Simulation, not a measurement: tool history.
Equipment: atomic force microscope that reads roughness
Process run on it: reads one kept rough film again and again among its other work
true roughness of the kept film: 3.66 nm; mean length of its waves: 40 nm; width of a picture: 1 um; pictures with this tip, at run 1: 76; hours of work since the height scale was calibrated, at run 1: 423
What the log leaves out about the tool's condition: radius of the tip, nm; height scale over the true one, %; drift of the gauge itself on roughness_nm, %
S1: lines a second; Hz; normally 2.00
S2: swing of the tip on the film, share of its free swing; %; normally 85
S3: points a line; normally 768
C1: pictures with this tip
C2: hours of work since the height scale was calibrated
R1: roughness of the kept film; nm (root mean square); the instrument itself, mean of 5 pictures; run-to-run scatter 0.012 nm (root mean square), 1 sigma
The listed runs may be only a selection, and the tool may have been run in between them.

{"run": 1, "hour": 0.0, "S1": 2.0, "S2": 85, "S3": 768, "C1": 76, "C2": 423, "R1": 2.723}
{"run": 2, "hour": 24.4, "S1": 2.0, "S2": 85, "S3": 768, "C1": 124, "C2": 441, "R1": 2.688}
{"run": 3, "hour": 64.4, "S1": 2.0, "S2": 73, "S3": 768, "C1": 203, "C2": 472, "R1": 2.886}
{"hour": 97.1, "done": "new tip fitted"}
{"run": 4, "hour": 119.0, "S1": 2.0, "S2": 73, "S3": 768, "C1": 44, "C2": 514, "R1": 3.022}
{"run": 5, "hour": 156.5, "S1": 2.0, "S2": 82, "S3": 768, "C1": 118, "C2": 542, "R1": 2.778}
{"run": 6, "hour": 181.7, "S1": 2.0, "S2": 85, "S3": 768, "C1": 168, "C2": 562, "R1": 2.67}
{"run": 7, "hour": 209.3, "S1": 2.0, "S2": 85, "S3": 768, "C1": 223, "C2": 583, "R1": 2.633}
{"hour": 231.6, "done": "new tip fitted"}
{"run": 8, "hour": 244.1, "S1": 2.0, "S2": 85, "S3": 768, "C1": 25, "C2": 609, "R1": 2.774}
{"run": 9, "hour": 284.1, "S1": 2.0, "S2": 85, "S3": 768, "C1": 104, "C2": 640, "R1": 2.723}
{"run": 10, "hour": 328.7, "S1": 1.73, "S2": 85, "S3": 768, "C1": 192, "C2": 674, "R1": 2.726}
{"hour": 368.4, "done": "new tip fitted"}
{"run": 11, "hour": 383.4, "S1": 1.73, "S2": 85, "S3": 768, "C1": 30, "C2": 716, "R1": 2.838}
{"run": 12, "hour": 413.5, "S1": 1.73, "S2": 85, "S3": 768, "C1": 89, "C2": 739, "R1": 2.793}
{"run": 13, "hour": 447.1, "S1": 0.64, "S2": 60, "S3": 768, "C1": 156, "C2": 765, "R1": 3.235}
{"hour": 452.8, "done": "height scale calibrated on a step standard"}
{"run": 14, "hour": 479.0, "S1": 1.17, "S2": 56, "S3": 768, "C1": 217, "C2": 20, "R1": 3.14}
{"hour": 505.3, "done": "new tip fitted"}
{"run": 15, "hour": 515.8, "S1": 1.17, "S2": 56, "S3": 641, "C1": 20, "C2": 48, "R1": 3.34}
{"run": 16, "hour": 561.4, "S1": 1.08, "S2": 67, "S3": 322, "C1": 111, "C2": 83, "R1": 3.195}
{"hour": 568.0, "done": "height scale calibrated on a step standard, once more"}
{"run": 17, "hour": 585.5, "S1": 3.99, "S2": 85, "S3": 768, "C1": 157, "C2": 13, "R1": 2.251}
{"run": 18, "hour": 622.8, "S1": 0.79, "S2": 89, "S3": 753, "C1": 231, "C2": 42, "R1": 2.945}

Consider 4 possible next runs. They are alternatives, not a sequence: every one starts from the tool as it was left by run 18. What does each give?
{"hour": 643.8, "done": "new tip fitted"}
{"run": "A", "hour": 655.3, "S1": 1.69, "S2": 74, "S3": 350, "C1": 23, "C2": 67, "R1": "?"}
{"hour": 643.8, "done": "new tip fitted"}
{"run": "B", "hour": 655.3, "S1": 2.26, "S2": 55, "S3": 516, "C1": 23, "C2": 67, "R1": "?"}
{"hour": 643.8, "done": "new tip fitted"}
{"run": "C", "hour": 655.3, "S1": 0.54, "S2": 79, "S3": 768, "C1": 23, "C2": 67, "R1": "?"}
{"hour": 643.8, "done": "new tip fitted"}
{"run": "D", "hour": 655.3, "S1": 2.86, "S2": 85, "S3": 357, "C1": 23, "C2": 67, "R1": "?"}

run=A R1=3.099
run=B R1=3.299
run=C R1=3.290
run=D R1=2.568
Had the tool no hidden state, the same runs would have come out as:
run=A R1=3.139
run=B R1=3.341
run=C R1=3.332
run=D R1=2.600
